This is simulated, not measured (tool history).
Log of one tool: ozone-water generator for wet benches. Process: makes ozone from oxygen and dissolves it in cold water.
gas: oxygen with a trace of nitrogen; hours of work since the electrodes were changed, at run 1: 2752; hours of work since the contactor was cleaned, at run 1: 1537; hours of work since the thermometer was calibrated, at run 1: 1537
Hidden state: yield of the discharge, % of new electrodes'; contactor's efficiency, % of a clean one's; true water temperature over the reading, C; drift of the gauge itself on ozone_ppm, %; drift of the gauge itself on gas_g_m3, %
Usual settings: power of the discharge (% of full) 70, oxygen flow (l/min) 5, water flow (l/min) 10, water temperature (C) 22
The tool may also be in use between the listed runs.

| run | hour | power of the discharge (% of full) | oxygen flow (l/min) | water flow (l/min) | water temperature (C) | hours of work since the electrodes were changed | hours of work since the contactor was cleaned | hours of work since the thermometer was calibrated | dissolved ozone (ppm) | ozone in the gas ahead of the water (g/m3) |
|---|---|---|---|---|---|---|---|---|---|---|
| 1 | 0 | 70 | 5 | 10 | 22 | 2752 | 1537 | 1537 | 22.9 | 150 |
| 2 | 78.2 | 70 | 5 | 10 | 22 | 2821 | 1605 | 1605 | 23 | 151.2 |
| 3 | 160.8 | 70 | 5 | 9 | 22 | 2892 | 1677 | 1677 | 24.4 | 149.3 |
| 4 | 351.9 | 70 | 5 | 9 | 23 | 3059 | 1843 | 1843 | 24.1 | 148.4 |
| 5 | 540.6 | 70 | 5 | 10 | 22 | 3223 | 2008 | 2008 | 23.1 | 149.3 |
| 6 | 644.5 | 70 | 5 | 10 | 22 | 3313 | 2098 | 2098 | 23.1 | 152.9 |
| 7 | 814 | 70 | 5 | 9 | 22 | 3461 | 2246 | 2246 | 24.2 | 151.3 |
| 8 | 995.1 | 47 | 5 | 10 | 22 | 3619 | 2403 | 2403 | 17.7 | 116.1 |
| 9 | 1147.2 | 70 | 5 | 10 | 19 | 3751 | 2536 | 2536 | 24.5 | 151 |
| 10 | 1250.2 | 70 | 5 | 10 | 19 | 3841 | 2625 | 2625 | 24.2 | 149.6 |
| 11 | 1340.1 | 70 | 5 | 10 | 19 | 3919 | 2703 | 2703 | 24.6 | 150.7 |
| 12 | 1431.8 | 70 | 5 | 10 | 19 | 3999 | 2783 | 2783 | 24.3 | 150.7 |
| 13 | 1568.3 | 70 | 8.86 | 10 | 22 | 4117 | 2902 | 2902 | 18.1 | 102.4 |
| 14 | 1680.8 | 70 | 5 | 7 | 22 | 4215 | 3000 | 3000 | 28.1 | 150.4 |
| 15 | 1856 | 41 | 3.45 | 7 | 22 | 4368 | 3153 | 3153 | 22.8 | 138.9 |
| 16 | 1941.9 | 41 | 8.77 | 7 | 26 | 4443 | 3227 | 3227 | 13.4 | 73.2 |
| 17 | 2083.9 | 41 | 8.77 | 7 | 26 | 4566 | 3351 | 3351 | 13.5 | 72.5 |
| 18 | 2232.2 | 70 | 5 | 10 | 15 | 4695 | 3480 | 3480 | 26.5 | 148.1 |
| 19 | 2313.2 | 70 | 2.86 | 13 | 28 | 4766 | 3550 | 3550 | 20.3 | 222 |
|  | 2383.1 | water thermometer calibrated |
| 20 | 2436.4 | 70 | 5 | 11 | 21 | 4873 | 3657 | 46 | 22.2 | 149.6 |
|  | 2488.4 | contactor cleaned |
| 21 | 2572.8 | 48 | 4.03 | 10 | 22 | 4988 | 73 | 162 | 19.4 | 135.9 |
| 22 | 2748.9 | 70 | 5 | 14 | 17 | 5141 | 227 | 315 | 20 | 150.7 |
| 23 | 2835.6 | 70 | 7.87 | 8 | 30 | 5217 | 302 | 390 | 17.3 | 110 |
| 24 | 3012.5 | 42 | 2.58 | 14 | 19 | 5371 | 456 | 544 | 15.5 | 172.9 |
| 25 | 3129 | 70 | 5 | 15 | 16 | 5472 | 558 | 646 | 19 | 148.8 |
| 26 | 3252.3 | 70 | 5 | 15 | 16 | 5579 | 665 | 753 | 19.4 | 151.4 |

How the hidden state differs across the entries between the runs, from the last listed run before each to the first after it:
Between runs 19 and 20: water thermometer calibrated (hour 2383.1)
  true water temperature over the reading, C: 0.02 -> 0
Between runs 20 and 21: contactor cleaned (hour 2488.4)
  yield of the discharge, % of new electrodes': 99.7 -> 99.6; contactor's efficiency, % of a clean one's: 99.8 -> 100

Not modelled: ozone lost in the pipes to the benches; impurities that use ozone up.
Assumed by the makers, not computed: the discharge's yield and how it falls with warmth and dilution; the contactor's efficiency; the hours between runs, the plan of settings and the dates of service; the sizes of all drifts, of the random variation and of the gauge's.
